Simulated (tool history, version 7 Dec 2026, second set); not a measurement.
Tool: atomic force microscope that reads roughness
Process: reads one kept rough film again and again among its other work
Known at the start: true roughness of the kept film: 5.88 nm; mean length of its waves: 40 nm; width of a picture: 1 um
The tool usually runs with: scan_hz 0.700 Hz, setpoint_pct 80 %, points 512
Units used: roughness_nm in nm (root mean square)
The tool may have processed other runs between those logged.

| run | hour | scan_hz | setpoint_pct | points | roughness_nm |
|---|---|---|---|---|---|
| 1 | 0.0 | 0.700 | 80 | 512 | 5.315 |
| 2 | 32.2 | 0.700 | 80 | 512 | 5.310 |
| 3 | 60.0 | 0.700 | 80 | 679 | 5.314 |
| 4 | 81.9 | 0.700 | 80 | 679 | 5.304 |
| 5 | 112.7 | 0.700 | 80 | 512 | 5.276 |
| 6 | 142.2 | 0.700 | 80 | 512 | 5.301 |
| 7 | 159.2 | 0.700 | 80 | 512 | 5.273 |
| 8 | 179.9 | 0.700 | 80 | 512 | 5.315 |
| 9 | 205.8 | 0.700 | 80 | 777 | 5.295 |
| 10 | 238.5 | 0.700 | 80 | 777 | 5.341 |
| 11 | 264.0 | 0.700 | 80 | 782 | 5.290 |
| 12 | 291.2 | 0.700 | 80 | 782 | 5.284 |
| 13 | 323.2 | 0.700 | 80 | 782 | 5.288 |
| 14 | 349.4 | 0.700 | 61 | 512 | 5.403 |
| 15 | 371.3 | 2.907 | 80 | 512 | 4.860 |
| 16 | 392.5 | 2.907 | 80 | 512 | 4.825 |
| 17 | 420.6 | 2.907 | 80 | 512 | 4.848 |
| 18 | 453.4 | 0.794 | 80 | 512 | 5.245 |
| 19 | 476.0 | 0.794 | 80 | 512 | 5.266 |
| 20 | 506.4 | 0.794 | 80 | 512 | 5.269 |
| 21 | 531.5 | 0.794 | 80 | 512 | 5.223 |
| 22 | 556.5 | 1.109 | 80 | 512 | 5.179 |
| 23 | 581.5 | 1.109 | 80 | 512 | 5.174 |
| 24 | 602.3 | 0.551 | 69 | 512 | 5.378 |
| 25 | 632.4 | 0.700 | 79 | 812 | 5.289 |
| 26 | 657.6 | 0.700 | 79 | 812 | 5.348 |
| 27 | 677.3 | 0.700 | 79 | 812 | 5.308 |
| 28 | 711.7 | 2.030 | 79 | 812 | 5.008 |
| 29 | 737.1 | 2.030 | 65 | 429 | 5.230 |
| 30 | 757.3 | 0.846 | 65 | 345 | 5.356 |
| 31 | 778.2 | 0.846 | 65 | 345 | 5.359 |
| 32 | 810.5 | 0.846 | 79 | 901 | 5.284 |
| 33 | 844.5 | 2.172 | 90 | 373 | 4.720 |
| 34 | 873.1 | 2.172 | 90 | 373 | 4.701 |
| 35 | 908.0 | 2.172 | 90 | 373 | 4.697 |
| 36 | 930.4 | 0.575 | 73 | 281 | 5.343 |
| 37 | 960.8 | 0.630 | 80 | 289 | 5.283 |

Between the runs listed above, the log contained 9 entries, not reproduced here. Where in the sequence does each belong, and how does what the log doesn't record of the tool's condition differ from the listed run before to the listed run after?
Runs 2 to 3: new tip fitted (hour 37.0)
  radius of the tip, nm: 5.1 -> 5
Runs 6 to 7: new tip fitted (hour 147.8)
  radius of the tip, nm: 5.2 -> 5
Runs 10 to 11: new tip fitted (hour 257.8)
  radius of the tip, nm: 5.1 -> 5
Runs 14 to 15: new tip fitted (hour 368.5)
  radius of the tip, nm: 5.1 -> 5
Runs 19 to 20: new tip fitted (hour 479.6)
  radius of the tip, nm: 5.2 -> 5
Runs 23 to 24: new tip fitted (hour 589.1)
  radius of the tip, nm: 5.2 -> 5
Runs 27 to 28: new tip fitted (hour 700.1)
  radius of the tip, nm: 5.1 -> 5
Runs 31 to 32: new tip fitted (hour 809.3)
  radius of the tip, nm: 5.1 -> 5
Runs 35 to 36: new tip fitted (hour 920.7)
  radius of the tip, nm: 5.2 -> 5
